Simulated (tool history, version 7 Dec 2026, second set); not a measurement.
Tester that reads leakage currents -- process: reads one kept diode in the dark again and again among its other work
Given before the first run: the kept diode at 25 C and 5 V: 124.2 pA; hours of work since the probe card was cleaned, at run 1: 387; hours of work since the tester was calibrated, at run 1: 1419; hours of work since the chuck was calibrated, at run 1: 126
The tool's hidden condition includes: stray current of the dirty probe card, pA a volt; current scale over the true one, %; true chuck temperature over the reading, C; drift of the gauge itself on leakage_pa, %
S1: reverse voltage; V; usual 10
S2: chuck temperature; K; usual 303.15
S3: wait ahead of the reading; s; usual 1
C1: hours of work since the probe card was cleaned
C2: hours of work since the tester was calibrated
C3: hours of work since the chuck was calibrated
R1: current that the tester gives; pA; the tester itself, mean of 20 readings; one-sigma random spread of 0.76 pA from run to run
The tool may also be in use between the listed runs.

run	hour	S1	S2	S3	C1	C2	C3	R1
1	0	10	303.15	1	387	1419	126	252.77
2	112.6	10	303.15	1	474	1505	213	247.19
3	260.1	10	317.15	1	588	1619	327	686.52
4	381.1	10	317.15	1	681	1712	420	670.92
# hour 526.6: chuck's temperature calibrated
5	548.1	10	317.15	1	808	1839	17	748.51
6	631.8	10	317.15	1	872	1904	81	731.56
7	750.3	10	303.15	1	964	1995	172	256.38
8	912.1	10	303.15	1	1088	2120	297	248.77
9	1058.8	10	305.15	1	1201	2233	410	281.66
10	1177.8	10	305.15	1	1293	2324	502	274.1
# hour 1213.9: chuck's temperature calibrated
11	1246.7	10	305.15	1	1345	2376	25	316.45
12	1345.8	8.4	305.15	1	1421	2452	102	286.51
13	1419.7	1.5	305.15	1	1478	2509	159	128.76
14	1545.3	10	303.15	1	1575	2606	255	258.61
15	1680.2	4.2	303.15	1	1679	2710	359	167.52
# hour 1706.1: tester calibrated
16	1776.7	4.2	303.15	1.82	1751	54	432	161.66
17	1887.9	10	303.15	4.72	1837	140	518	239.92
# hour 1900.1: chuck's temperature calibrated
18	1985.4	10	303.15	4.72	1911	214	66	273.27
19	2139.3	10	303.15	4.72	2029	332	184	265.38
20	2220.9	3.9	308.15	0.36	2092	395	247	244.51
# hour 2320.9: probe card cleaned and baked
21	2370.2	3.9	308.15	0.36	38	508	360	225.09
22	2505.2	10	304.15	1	142	612	464	239.2
# hour 2589.8: chuck's temperature calibrated
23	2627.5	1.8	303.15	1.46	235	704	29	120
24	2735.6	8.2	297.15	1	318	788	112	141.95
25	2831	4.8	330.15	1.49	391	861	186	1276.14
26	2923.4	4.8	314.15	4.84	463	933	257	402.17
27	3039	4.8	298.15	1.5	552	1022	346	113.23
28	3168.3	4.8	298.15	1.5	651	1121	446	110.97
# hour 3281.4: chuck's temperature calibrated
29	3297.4	3.8	311.15	1	749	1219	12	313.35
30	3376.9	3.8	311.15	1	811	1280	74	306.85
31	3538.1	8.7	303.15	1	935	1405	198	236.43
32	3638.3	15.9	303.15	0.5	1012	1482	275	311.52
33	3761.4	1.8	303.15	0.5	1107	1577	370	111.07
34	3898.8	10	294.15	1.22	1213	1682	476	121.41
# hour 3967.1: chuck's temperature calibrated
35	4046.8	15.6	316.15	2.09	1325	1795	61	837.93
36	4122.6	2.3	320.15	0.35	1383	1853	120	473.38

Take each entry between the runs: how does the hidden state at the last listed run before it differ from the hidden state at the first listed run after it?
Runs 4 to 5: chuck's temperature calibrated (hour 526.6)
  stray current of the dirty probe card, pA a volt: 0.943 -> 1.111; current scale over the true one, %: 0.63 -> 0.67; true chuck temperature over the reading, C: -1.51 -> -0.08
  measured value less the no-hidden-state value, R1: -63.43 -> +11.82 pA
Runs 10 to 11: chuck's temperature calibrated (hour 1213.9)
  stray current of the dirty probe card, pA a volt: 1.771 -> 1.847; current scale over the true one, %: 0.84 -> 0.86; true chuck temperature over the reading, C: -1.96 -> -0.07
  measured value less the no-hidden-state value, R1: -22.6 -> +19.21 pA
Runs 15 to 16: tester calibrated (hour 1706.1)
  stray current of the dirty probe card, pA a volt: 2.309 -> 2.408; current scale over the true one, %: 0.98 -> -0.09; true chuck temperature over the reading, C: -1.4 -> -1.69
  measured value less the no-hidden-state value, R1: -7.22 -> -12.15 pA
Runs 17 to 18: chuck's temperature calibrated (hour 1900.1)
  stray current of the dirty probe card, pA a volt: 2.531 -> 2.622; current scale over the true one, %: -0.06 -> -0.04; true chuck temperature over the reading, C: -2.03 -> -0.26
  measured value less the no-hidden-state value, R1: -12.98 -> +20.83 pA
Runs 20 to 21: probe card cleaned and baked (hour 2320.9)
  stray current of the dirty probe card, pA a volt: 2.855 -> 0.074; current scale over the true one, %: 0.02 -> 0.06; true chuck temperature over the reading, C: -1.01 -> -1.46
  measured value less the no-hidden-state value, R1: -7.64 -> -26.22 pA
Runs 22 to 23: chuck's temperature calibrated (hour 2589.8)
  stray current of the dirty probe card, pA a volt: 0.215 -> 0.348; current scale over the true one, %: 0.1 -> 0.13; true chuck temperature over the reading, C: -1.89 -> -0.13
  measured value less the no-hidden-state value, R1: -36.03 -> -0.52 pA
Runs 28 to 29: chuck's temperature calibrated (hour 3281.4)
  stray current of the dirty probe card, pA a volt: 0.933 -> 1.065; current scale over the true one, %: 0.28 -> 0.31; true chuck temperature over the reading, C: -1.77 -> -0.09
  measured value less the no-hidden-state value, R1: -12.03 -> +2.73 pA
Runs 34 to 35: chuck's temperature calibrated (hour 3967.1)
  stray current of the dirty probe card, pA a volt: 1.697 -> 1.853; current scale over the true one, %: 0.46 -> 0.51; true chuck temperature over the reading, C: -1.92 -> -0.35
  measured value less the no-hidden-state value, R1: -0.74 -> +11.68 pA
